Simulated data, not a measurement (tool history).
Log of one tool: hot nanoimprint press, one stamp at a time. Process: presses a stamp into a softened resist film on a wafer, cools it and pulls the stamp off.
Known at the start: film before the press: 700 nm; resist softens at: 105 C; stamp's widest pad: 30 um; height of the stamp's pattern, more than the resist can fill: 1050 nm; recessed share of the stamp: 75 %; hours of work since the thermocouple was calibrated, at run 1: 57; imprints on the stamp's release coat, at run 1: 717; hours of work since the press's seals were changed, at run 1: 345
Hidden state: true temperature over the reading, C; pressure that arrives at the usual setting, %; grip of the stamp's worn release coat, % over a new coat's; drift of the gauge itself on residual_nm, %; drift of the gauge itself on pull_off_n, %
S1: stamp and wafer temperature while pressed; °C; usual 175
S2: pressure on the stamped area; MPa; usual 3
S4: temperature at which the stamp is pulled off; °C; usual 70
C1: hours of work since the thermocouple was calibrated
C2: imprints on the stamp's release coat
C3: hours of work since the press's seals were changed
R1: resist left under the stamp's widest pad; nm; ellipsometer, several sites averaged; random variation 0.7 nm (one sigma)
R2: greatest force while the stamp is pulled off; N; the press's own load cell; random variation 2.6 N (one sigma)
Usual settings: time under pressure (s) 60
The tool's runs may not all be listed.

Run 1, hour 0: usual settings; C1 57; C2 717; C3 345. Result: R1 352 nm, R2 139 N.
Run 2, hour 9.6: usual settings; C1 63; C2 737; C3 351. Result: R1 350.3 nm, R2 136 N.
Run 3, hour 19.5: usual settings; C1 70; C2 758; C3 358. Result: R1 350.8 nm, R2 140 N.
Run 4, hour 27.2: usual settings; C1 76; C2 774; C3 363. Result: R1 349.8 nm, R2 138 N.
Run 5, hour 33.2: usual settings; C1 80; C2 786; C3 367. Result: R1 350.7 nm, R2 140 N.
Run 6, hour 39.7: usual settings; C1 84; C2 800; C3 372. Result: R1 349.3 nm, R2 136 N.
Run 7, hour 47.9: usual settings; C1 90; C2 817; C3 378. Result: R1 350.5 nm, R2 139 N.
Run 8, hour 53.9: usual settings; C1 94; C2 830; C3 382. Result: R1 348.9 nm, R2 139 N.
Run 9, hour 63.4: usual settings but S1 174 °C; C1 100; C2 850; C3 388. Result: R1 363.7 nm, R2 142 N.
Run 10, hour 68: usual settings but S1 174 °C; C1 104; C2 859; C3 391. Result: R1 364.3 nm, R2 138 N.
Run 11, hour 73: usual settings but S1 174 °C; C1 107; C2 870; C3 395. Result: R1 363.3 nm, R2 149 N.
Run 12, hour 78.8: usual settings but S1 174 °C; C1 111; C2 882; C3 399. Result: R1 363.2 nm, R2 135 N.
Run 13, hour 87.8: usual settings but S1 174 °C; C1 117; C2 901; C3 405. Result: R1 363.9 nm, R2 138 N.
Run 14, hour 96.7: usual settings but S1 174 °C, S2 2.91 MPa, time under pressure (s) 108; C1 123; C2 920; C3 411. Result: R1 294.8 nm, R2 137 N.
Run 15, hour 101.4: usual settings but S1 177 °C, S2 2.91 MPa, time under pressure (s) 108; C1 127; C2 930; C3 414. Result: R1 257.4 nm, R2 139 N.
Run 16, hour 107.6: usual settings but S1 177 °C, S2 2.91 MPa, time under pressure (s) 108; C1 131; C2 943; C3 419. Result: R1 258.2 nm, R2 142 N.
Run 17, hour 115: usual settings but S2 2.51 MPa, S4 63 °C; C1 136; C2 958; C3 424. Result: R1 373.9 nm, R2 162 N.
Run 18, hour 124.2: usual settings but S1 176 °C, S4 75 °C; C1 142; C2 977; C3 430. Result: R1 334 nm, R2 125 N.
Run 19, hour 130.6: usual settings but S1 170 °C, S2 2.23 MPa, time under pressure (s) 41, S4 75 °C; C1 147; C2 991; C3 434. Result: R1 510.4 nm, R2 129 N.
Run 20, hour 140.5: usual settings but S1 170 °C, S2 2.23 MPa, time under pressure (s) 41, S4 75 °C; C1 153; C2 1012; C3 441. Result: R1 512.5 nm, R2 126 N.
Run 21, hour 144.7: usual settings but S1 183 °C, S2 2.23 MPa, time under pressure (s) 44, S4 75 °C; C1 156; C2 1020; C3 444. Result: R1 325.4 nm, R2 125 N.
Run 22, hour 151: usual settings but S1 164 °C, S2 2.21 MPa, time under pressure (s) 97, S4 61 °C; C1 161; C2 1034; C3 448. Result: R1 499.5 nm, R2 181 N.
Run 23, hour 156.1: usual settings but S1 181 °C, S2 2.36 MPa, S4 67 °C; C1 164; C2 1044; C3 452. Result: R1 303.2 nm, R2 145 N.
Run 24, hour 164.7: usual settings but S2 3.19 MPa, time under pressure (s) 63; C1 170; C2 1062; C3 458. Result: R1 332 nm, R2 148 N.
Run 25, hour 173.1: usual settings but S1 178 °C, S2 3.6 MPa, time under pressure (s) 35, S4 77 °C; C1 176; C2 1080; C3 464. Result: R1 348.4 nm, R2 118 N.

Measured less the same run without the tool's hidden state. The same run-to-run variation is in both; the gauge's scatter may not be:
run    R1   R2
  1  +1.7  +17
  2  +1.5  +17
  3  +1.3  +18
  4  +1.1  +17
  5  +1.1  +18
  6  +0.9  +18
  7  +0.8  +18
  8  +0.6  +19
  9  +0.5  +20
 10  +0.4  +19
 11  +0.2  +21
 12  +0.1  +19
 13    +0  +20
 14  -0.2  +20
 15  -0.2  +21
 16  -0.3  +21
 17  -0.8  +24
 18  -0.6  +19
 19  -1.4  +20
 20  -1.6  +20
 21  -1.2  +20
 22  -2.3  +30
 23  -1.4  +24
 24  -1.3  +24
 25  -1.1  +20

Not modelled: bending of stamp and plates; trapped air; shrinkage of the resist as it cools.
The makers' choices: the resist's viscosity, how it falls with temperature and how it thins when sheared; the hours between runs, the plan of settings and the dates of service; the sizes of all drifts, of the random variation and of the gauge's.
